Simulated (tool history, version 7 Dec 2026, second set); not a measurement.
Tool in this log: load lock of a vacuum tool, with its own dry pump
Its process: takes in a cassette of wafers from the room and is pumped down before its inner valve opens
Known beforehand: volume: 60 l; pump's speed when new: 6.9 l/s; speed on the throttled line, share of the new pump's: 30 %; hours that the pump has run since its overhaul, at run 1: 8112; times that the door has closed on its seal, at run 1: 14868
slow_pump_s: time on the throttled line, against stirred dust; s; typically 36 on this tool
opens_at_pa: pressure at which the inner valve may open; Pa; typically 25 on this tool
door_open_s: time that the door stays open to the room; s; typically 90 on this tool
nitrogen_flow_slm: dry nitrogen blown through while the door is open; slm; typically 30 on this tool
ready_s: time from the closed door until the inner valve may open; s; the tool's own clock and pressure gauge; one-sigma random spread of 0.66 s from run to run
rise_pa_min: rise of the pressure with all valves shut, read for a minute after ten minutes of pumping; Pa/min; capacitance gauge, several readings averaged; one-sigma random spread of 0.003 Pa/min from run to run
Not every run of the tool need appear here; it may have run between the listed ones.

| run | hour | slow_pump_s | opens_at_pa | door_open_s | nitrogen_flow_slm | hours that the pump has run since its overhaul | times that the door has closed on its seal | incoming humidity of the room's air, % | ready_s | rise_pa_min |
|---|---|---|---|---|---|---|---|---|---|---|
| 1 | 0 | 36 | 25 | 90 | 30 | 8112 | 14868 | 46.3 | 109.5 | 0.084 |
| 2 | 174.6 | 36 | 25 | 90 | 30 | 8286 | 15537 | 44.9 | 109.5 | 0.085 |
| 3 | 339.6 | 36 | 25 | 90 | 30 | 8451 | 16170 | 43.7 | 108.6 | 0.087 |
| 4 | 541.5 | 36 | 25 | 90 | 30 | 8653 | 16944 | 39.7 | 110.4 | 0.09 |
| 5 | 631.7 | 36 | 25 | 90 | 30 | 8744 | 17290 | 45.4 | 110.1 | 0.095 |
| 6 | 802.6 | 36 | 25 | 90 | 30 | 8914 | 17945 | 44.9 | 110.5 | 0.099 |
| 7 | 1008.3 | 36 | 25 | 90 | 30 | 9120 | 18734 | 47 | 109.9 | 0.103 |
| 8 | 1171.7 | 35 | 25 | 48 | 18 | 9284 | 19360 | 46.7 | 110.9 | 0.106 |
| 9 | 1335.1 | 49 | 25 | 90 | 36 | 9447 | 19987 | 44.8 | 119 | 0.116 |
| 10 | 1516.2 | 36 | 25 | 66 | 30 | 9628 | 20681 | 46.2 | 111.4 | 0.111 |
| 11 | 1632.3 | 64 | 25 | 66 | 9 | 9744 | 21126 | 45.3 | 129.5 | 0.122 |
| 12 | 1760.8 | 36 | 29 | 90 | 19 | 9873 | 21619 | 47.2 | 109.6 | 0.126 |
| 13 | 1856.7 | 24 | 18 | 236 | 14 | 9969 | 21987 | 41.2 | 107.1 | 0.148 |
| 14 | 2035.5 | 24 | 18 | 236 | 14 | 10147 | 22672 | 43.8 | 108.9 | 0.152 |

Alternative continuations, all from the tool just after run 14; predict every row:
| A | 2129.7 | 55 | 18 | 183 | 14 | 10242 | 23033 | 43.8 | ? | ? |
| B | 2129.7 | 24 | 42 | 90 | 30 | 10242 | 23033 | 45.3 | ? | ? |
| C | 2129.7 | 49 | 30 | 64 | 14 | 10242 | 23033 | 45.6 | ? | ? |
| D | 2129.7 | 48 | 18 | 236 | 29 | 10242 | 23033 | 47.4 | ? | ? |

| run | ready_s | rise_pa_min |
|---|---|---|
| A | 129.6 | 0.149 |
| B | 99.2 | 0.135 |
| C | 119.8 | 0.139 |
| D | 123.7 | 0.147 |
With no hidden state in the tool, these same runs would have given:
| run | ready_s | rise_pa_min |
|---|---|---|
| A | 115.1 | 0.041 |
| B | 84.4 | 0.025 |
| C | 106 | 0.029 |
| D | 109 | 0.036 |

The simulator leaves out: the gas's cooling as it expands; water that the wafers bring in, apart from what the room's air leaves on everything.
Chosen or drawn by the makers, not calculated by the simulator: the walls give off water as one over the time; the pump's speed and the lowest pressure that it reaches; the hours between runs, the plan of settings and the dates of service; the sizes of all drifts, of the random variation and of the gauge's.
